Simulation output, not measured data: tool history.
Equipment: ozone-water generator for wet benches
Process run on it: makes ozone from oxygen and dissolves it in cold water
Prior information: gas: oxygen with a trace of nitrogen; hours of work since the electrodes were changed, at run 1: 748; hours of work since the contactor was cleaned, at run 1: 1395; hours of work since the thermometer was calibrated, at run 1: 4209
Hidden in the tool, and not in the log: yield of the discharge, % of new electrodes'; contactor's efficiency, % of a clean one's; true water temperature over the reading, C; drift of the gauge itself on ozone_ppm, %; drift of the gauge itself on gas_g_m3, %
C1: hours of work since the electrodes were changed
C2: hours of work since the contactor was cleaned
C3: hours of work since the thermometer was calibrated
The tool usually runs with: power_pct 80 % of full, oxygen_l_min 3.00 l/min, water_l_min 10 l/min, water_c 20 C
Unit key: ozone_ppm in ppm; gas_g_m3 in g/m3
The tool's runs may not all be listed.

run 1 day=0.000 | power_pct=80 oxygen_l_min=3.00 water_l_min=10 water_c=20 | C1=748 C2=1395 C3=4209 | ozone_ppm=31.9 gas_g_m3=272.0
run 2 day=1.354 | power_pct=80 oxygen_l_min=3.00 water_l_min=10 water_c=20 | C1=778 C2=1425 C3=4240 | ozone_ppm=31.8 gas_g_m3=273.5
run 3 day=2.138 | power_pct=80 oxygen_l_min=3.00 water_l_min=10 water_c=20 | C1=796 C2=1443 C3=4257 | ozone_ppm=31.9 gas_g_m3=275.1
run 4 day=3.462 | power_pct=80 oxygen_l_min=3.00 water_l_min=10 water_c=14 | C1=826 C2=1473 C3=4287 | ozone_ppm=34.8 gas_g_m3=274.0
run 5 day=4.388 | power_pct=80 oxygen_l_min=3.00 water_l_min=10 water_c=20 | C1=846 C2=1494 C3=4308 | ozone_ppm=32.0 gas_g_m3=275.5
run 6 day=6.029 | power_pct=80 oxygen_l_min=3.00 water_l_min=10 water_c=20 | C1=883 C2=1531 C3=4345 | ozone_ppm=32.1 gas_g_m3=275.5
run 7 day=7.296 | power_pct=63 oxygen_l_min=5.02 water_l_min=8 water_c=12 | C1=912 C2=1559 C3=4374 | ozone_ppm=35.3 gas_g_m3=179.5
run 8 day=8.721 | power_pct=93 oxygen_l_min=4.66 water_l_min=10 water_c=16 | C1=944 C2=1591 C3=4406 | ozone_ppm=36.4 gas_g_m3=238.2
run 9 day=9.838 | power_pct=63 oxygen_l_min=3.00 water_l_min=14 water_c=20 | C1=969 C2=1616 C3=4431 | ozone_ppm=20.7 gas_g_m3=237.3
run 10 day=11.242 | power_pct=58 oxygen_l_min=3.00 water_l_min=14 water_c=20 | C1=1001 C2=1648 C3=4463 | ozone_ppm=19.5 gas_g_m3=223.2
run 11 day=12.633 | power_pct=58 oxygen_l_min=3.00 water_l_min=14 water_c=20 | C1=1032 C2=1679 C3=4494 | ozone_ppm=19.4 gas_g_m3=224.3

What would each run have given without the hidden state, its run-to-run variation left as it was?
run=1 gas_g_m3=272.0
run=2 gas_g_m3=273.3
run=3 gas_g_m3=274.8
run=4 gas_g_m3=273.5
run=5 gas_g_m3=274.8
run=6 gas_g_m3=274.6
run=7 gas_g_m3=178.7
run=8 gas_g_m3=237.0
run=9 gas_g_m3=236.0
run=10 gas_g_m3=221.8
run=11 gas_g_m3=222.7
ozone_ppm without the hidden state stays within 0.1 ppm of what was measured, in all runs.
